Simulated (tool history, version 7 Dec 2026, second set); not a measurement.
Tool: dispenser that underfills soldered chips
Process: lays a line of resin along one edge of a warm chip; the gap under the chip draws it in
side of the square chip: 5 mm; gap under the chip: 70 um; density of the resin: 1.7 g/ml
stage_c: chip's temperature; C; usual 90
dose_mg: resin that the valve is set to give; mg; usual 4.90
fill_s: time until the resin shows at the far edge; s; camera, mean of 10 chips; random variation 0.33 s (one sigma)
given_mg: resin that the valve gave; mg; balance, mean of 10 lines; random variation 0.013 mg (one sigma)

run 1 hour=0.0 | stage_c=90 dose_mg=4.90 | fill_s=20.1 given_mg=4.87
-- hour=1.9 new syringe of resin
run 2 hour=6.3 | stage_c=90 dose_mg=4.90 | fill_s=18.9 given_mg=4.86
-- hour=9.2 new syringe of resin
run 3 hour=12.1 | stage_c=90 dose_mg=4.90 | fill_s=16.3 given_mg=4.89
-- hour=16.6 new syringe of resin
run 4 hour=16.6 | stage_c=90 dose_mg=4.90 | fill_s=14.1 given_mg=4.85
run 5 hour=22.8 | stage_c=90 dose_mg=4.90 | fill_s=20.6 given_mg=4.85
-- hour=23.9 new syringe of resin
run 6 hour=27.2 | stage_c=90 dose_mg=4.90 | fill_s=16.9 given_mg=4.84
-- hour=31.6 new syringe of resin
run 7 hour=33.1 | stage_c=90 dose_mg=4.90 | fill_s=15.7 given_mg=4.81
run 8 hour=36.5 | stage_c=90 dose_mg=4.90 | fill_s=18.9 given_mg=4.78
-- hour=39.3 new syringe of resin
run 9 hour=43.6 | stage_c=90 dose_mg=4.99 | fill_s=18.0 given_mg=4.87
-- hour=47.0 new syringe of resin
run 10 hour=51.2 | stage_c=90 dose_mg=4.99 | fill_s=17.6 given_mg=4.86
-- hour=52.7 dispensing valve cleaned and set on the balance
-- hour=55.7 new syringe of resin
run 11 hour=56.0 | stage_c=90 dose_mg=4.99 | fill_s=15.1 given_mg=4.97
run 12 hour=59.8 | stage_c=90 dose_mg=4.99 | fill_s=17.6 given_mg=4.95
-- hour=63.5 new syringe of resin
run 13 hour=66.8 | stage_c=90 dose_mg=4.99 | fill_s=16.7 given_mg=4.97
-- hour=70.9 new syringe of resin
run 14 hour=72.3 | stage_c=98 dose_mg=4.90 | fill_s=12.2 given_mg=4.85
run 15 hour=77.1 | stage_c=90 dose_mg=4.71 | fill_s=20.2 given_mg=4.66
-- hour=78.3 new syringe of resin
run 16 hour=81.9 | stage_c=100 dose_mg=4.71 | fill_s=12.4 given_mg=4.68
-- hour=86.0 new syringe of resin
run 17 hour=87.3 | stage_c=82 dose_mg=5.49 | fill_s=20.6 given_mg=5.39
-- hour=93.6 new syringe of resin
run 18 hour=94.9 | stage_c=90 dose_mg=4.70 | fill_s=15.5 given_mg=4.58
run 19 hour=98.2 | stage_c=99 dose_mg=5.36 | fill_s=12.6 given_mg=5.26
-- hour=101.2 new syringe of resin
run 20 hour=105.7 | stage_c=86 dose_mg=5.04 | fill_s=20.9 given_mg=4.92
-- hour=107.5 dispensing valve cleaned and set on the balance
-- hour=110.0 new syringe of resin
run 21 hour=112.7 | stage_c=86 dose_mg=5.04 | fill_s=19.0 given_mg=5.03
run 22 hour=115.7 | stage_c=83 dose_mg=5.67 | fill_s=24.0 given_mg=5.66
-- hour=117.6 new syringe of resin
run 23 hour=121.8 | stage_c=102 dose_mg=5.63 | fill_s=11.3 given_mg=5.64
-- hour=125.0 new syringe of resin
run 24 hour=129.1 | stage_c=89 dose_mg=5.04 | fill_s=18.0 given_mg=5.01
-- hour=132.8 new syringe of resin
run 25 hour=134.4 | stage_c=88 dose_mg=5.41 | fill_s=16.0 given_mg=5.37
-- hour=140.3 new syringe of resin
run 26 hour=141.3 | stage_c=88 dose_mg=5.41 | fill_s=15.9 given_mg=5.35
run 27 hour=144.4 | stage_c=97 dose_mg=5.51 | fill_s=13.5 given_mg=5.45

Forecast run 28:
-- hour=148.0 new syringe of resin
run 28 hour=151.9 | stage_c=82 dose_mg=4.86 | fill_s=? given_mg=?

Run 28 gave fill_s 23.4 s, given_mg 4.79 mg.
Without the tool's hidden state the same run would have given fill_s 19.3 s, given_mg 4.87 mg.
